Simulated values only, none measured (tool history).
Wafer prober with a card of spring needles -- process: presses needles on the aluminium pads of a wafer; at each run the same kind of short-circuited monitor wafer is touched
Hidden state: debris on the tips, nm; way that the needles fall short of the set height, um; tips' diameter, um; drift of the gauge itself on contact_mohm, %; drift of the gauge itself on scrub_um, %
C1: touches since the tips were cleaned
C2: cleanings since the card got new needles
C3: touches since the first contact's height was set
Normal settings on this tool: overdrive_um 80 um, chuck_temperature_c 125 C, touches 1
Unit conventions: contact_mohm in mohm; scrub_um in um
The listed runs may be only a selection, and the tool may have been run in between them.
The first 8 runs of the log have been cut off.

{"hour": 123.3, "done": "tips cleaned on abrasive film"}
{"run": 9, "hour": 130.2, "overdrive_um": 82, "chuck_temperature_c": 125, "touches": 1, "C1": 1794, "C2": 45, "C3": 50384, "contact_mohm": 231, "scrub_um": 11.42}
{"hour": 141.0, "done": "tips cleaned on abrasive film"}
{"run": 10, "hour": 143.2, "overdrive_um": 80, "chuck_temperature_c": 125, "touches": 1, "C1": 570, "C2": 46, "C3": 53724, "contact_mohm": 225, "scrub_um": 11.15}
{"hour": 149.5, "done": "tips cleaned on abrasive film, once more"}
{"run": 11, "hour": 161.8, "overdrive_um": 80, "chuck_temperature_c": 74, "touches": 1, "C1": 3189, "C2": 47, "C3": 58509, "contact_mohm": 223, "scrub_um": 11.15}
{"hour": 166.4, "done": "tips cleaned on abrasive film"}
{"hour": 182.9, "done": "tips cleaned on abrasive film"}
{"run": 12, "hour": 184.8, "overdrive_um": 80, "chuck_temperature_c": 74, "touches": 3, "C1": 482, "C2": 49, "C3": 64398, "contact_mohm": 218, "scrub_um": 11.16}
{"hour": 199.7, "done": "tips cleaned on abrasive film"}
{"run": 13, "hour": 201.2, "overdrive_um": 80, "chuck_temperature_c": 125, "touches": 1, "C1": 380, "C2": 50, "C3": 68613, "contact_mohm": 228, "scrub_um": 11.11}
{"run": 14, "hour": 212.3, "overdrive_um": 80, "chuck_temperature_c": 125, "touches": 1, "C1": 3262, "C2": 50, "C3": 71495, "contact_mohm": 237, "scrub_um": 11.14}
{"hour": 217.5, "done": "tips cleaned on abrasive film"}
{"run": 15, "hour": 232.6, "overdrive_um": 80, "chuck_temperature_c": 125, "touches": 1, "C1": 3921, "C2": 51, "C3": 76715, "contact_mohm": 235, "scrub_um": 11.15}
{"hour": 234.6, "done": "tips cleaned on abrasive film"}
{"hour": 250.9, "done": "tips cleaned on abrasive film"}
{"run": 16, "hour": 252.0, "overdrive_um": 80, "chuck_temperature_c": 125, "touches": 1, "C1": 304, "C2": 53, "C3": 81689, "contact_mohm": 228, "scrub_um": 11.18}
{"run": 17, "hour": 265.9, "overdrive_um": 80, "chuck_temperature_c": 106, "touches": 1, "C1": 3886, "C2": 53, "C3": 85271, "contact_mohm": 235, "scrub_um": 11.11}
{"hour": 267.3, "done": "tips cleaned on abrasive film"}
{"run": 18, "hour": 275.9, "overdrive_um": 67, "chuck_temperature_c": 125, "touches": 1, "C1": 2240, "C2": 54, "C3": 87838, "contact_mohm": 242, "scrub_um": 9.25}
{"hour": 283.8, "done": "tips cleaned on abrasive film"}
{"run": 19, "hour": 297.3, "overdrive_um": 80, "chuck_temperature_c": 47, "touches": 3, "C1": 3507, "C2": 55, "C3": 93343, "contact_mohm": 213, "scrub_um": 11.11}
{"hour": 301.3, "done": "tips cleaned on abrasive film"}
{"hour": 318.2, "done": "tips cleaned on abrasive film"}
{"run": 20, "hour": 321.3, "overdrive_um": 80, "chuck_temperature_c": 47, "touches": 3, "C1": 817, "C2": 57, "C3": 99506, "contact_mohm": 210, "scrub_um": 11.08}
{"hour": 334.9, "done": "tips cleaned on abrasive film"}
{"run": 21, "hour": 342.4, "overdrive_um": 72, "chuck_temperature_c": 33, "touches": 2, "C1": 1942, "C2": 58, "C3": 104928, "contact_mohm": 214, "scrub_um": 9.94}
{"hour": 351.4, "done": "tips cleaned on abrasive film"}
{"run": 22, "hour": 353.0, "overdrive_um": 76, "chuck_temperature_c": 125, "touches": 1, "C1": 407, "C2": 59, "C3": 107646, "contact_mohm": 228, "scrub_um": 10.46}
{"hour": 367.9, "done": "tips cleaned on abrasive film"}
{"run": 23, "hour": 377.3, "overdrive_um": 76, "chuck_temperature_c": 125, "touches": 1, "C1": 2428, "C2": 60, "C3": 113888, "contact_mohm": 237, "scrub_um": 10.48}
{"hour": 385.7, "done": "tips cleaned on abrasive film"}
{"run": 24, "hour": 391.3, "overdrive_um": 96, "chuck_temperature_c": 38, "touches": 2, "C1": 1452, "C2": 61, "C3": 117503, "contact_mohm": 206, "scrub_um": 13.33}
{"hour": 402.5, "done": "tips cleaned on abrasive film"}
{"run": 25, "hour": 402.5, "overdrive_um": 63, "chuck_temperature_c": 61, "touches": 1, "C1": 0, "C2": 62, "C3": 120359, "contact_mohm": 217, "scrub_um": 8.65}
{"hour": 419.0, "done": "tips cleaned on abrasive film"}
{"run": 26, "hour": 419.8, "overdrive_um": 99, "chuck_temperature_c": 78, "touches": 2, "C1": 208, "C2": 63, "C3": 124824, "contact_mohm": 208, "scrub_um": 13.67}
{"run": 27, "hour": 433.1, "overdrive_um": 79, "chuck_temperature_c": 69, "touches": 1, "C1": 3631, "C2": 63, "C3": 128247, "contact_mohm": 227, "scrub_um": 10.91}
{"hour": 435.8, "done": "tips cleaned on abrasive film"}
{"hour": 452.2, "done": "tips cleaned on abrasive film"}
{"run": 28, "hour": 452.2, "overdrive_um": 79, "chuck_temperature_c": 69, "touches": 1, "C1": 0, "C2": 65, "C3": 133135, "contact_mohm": 213, "scrub_um": 10.83}

Run 29 is up next; what results do you expect?
{"run": 29, "hour": 463.2, "overdrive_um": 68, "chuck_temperature_c": 68, "touches": 2, "C1": 2859, "C2": 65, "C3": 135994, "contact_mohm": "?", "scrub_um": "?"}

{"run 29": {"contact_mohm": 225, "scrub_um": 9.32}}
Were there no unlogged condition in the tool, this run, its random variation unchanged, would have produced contact_mohm 212 mohm, scrub_um 9.59 um.
